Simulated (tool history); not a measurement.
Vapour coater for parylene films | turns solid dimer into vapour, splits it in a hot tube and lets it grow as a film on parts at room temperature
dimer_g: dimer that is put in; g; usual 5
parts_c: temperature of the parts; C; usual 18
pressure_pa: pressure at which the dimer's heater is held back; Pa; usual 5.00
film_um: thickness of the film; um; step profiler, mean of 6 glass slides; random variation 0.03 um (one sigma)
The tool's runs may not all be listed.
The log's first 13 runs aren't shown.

{"run": 14, "day": 20.454, "dimer_g": 2, "parts_c": 11, "pressure_pa": 5.0, "film_um": 1.4}
{"run": 15, "day": 22.804, "dimer_g": 5, "parts_c": 18, "pressure_pa": 5.0, "film_um": 2.8}
{"run": 16, "day": 24.542, "dimer_g": 5, "parts_c": 20, "pressure_pa": 5.0, "film_um": 2.51}
{"run": 17, "day": 26.658, "dimer_g": 5, "parts_c": 20, "pressure_pa": 5.0, "film_um": 2.42}
{"run": 18, "day": 29.058, "dimer_g": 4, "parts_c": 18, "pressure_pa": 9.24, "film_um": 1.88}
{"run": 19, "day": 30.592, "dimer_g": 4, "parts_c": 18, "pressure_pa": 9.24, "film_um": 1.8}
{"day": 30.896, "done": "trap's valve overhauled"}
{"run": 20, "day": 31.971, "dimer_g": 4, "parts_c": 18, "pressure_pa": 9.24, "film_um": 1.98}
{"run": 21, "day": 33.462, "dimer_g": 2, "parts_c": 10, "pressure_pa": 2.29, "film_um": 1.42}
{"run": 22, "day": 34.988, "dimer_g": 2, "parts_c": 10, "pressure_pa": 2.29, "film_um": 1.44}

The next listed run, before its measurement:
{"run": 23, "day": 36.092, "dimer_g": 2, "parts_c": 10, "pressure_pa": 6.27, "film_um": "?"}

{"run 23": {"film_um": 1.45}}
Without the tool's hidden state the same run would have given film_um 1.52 um.
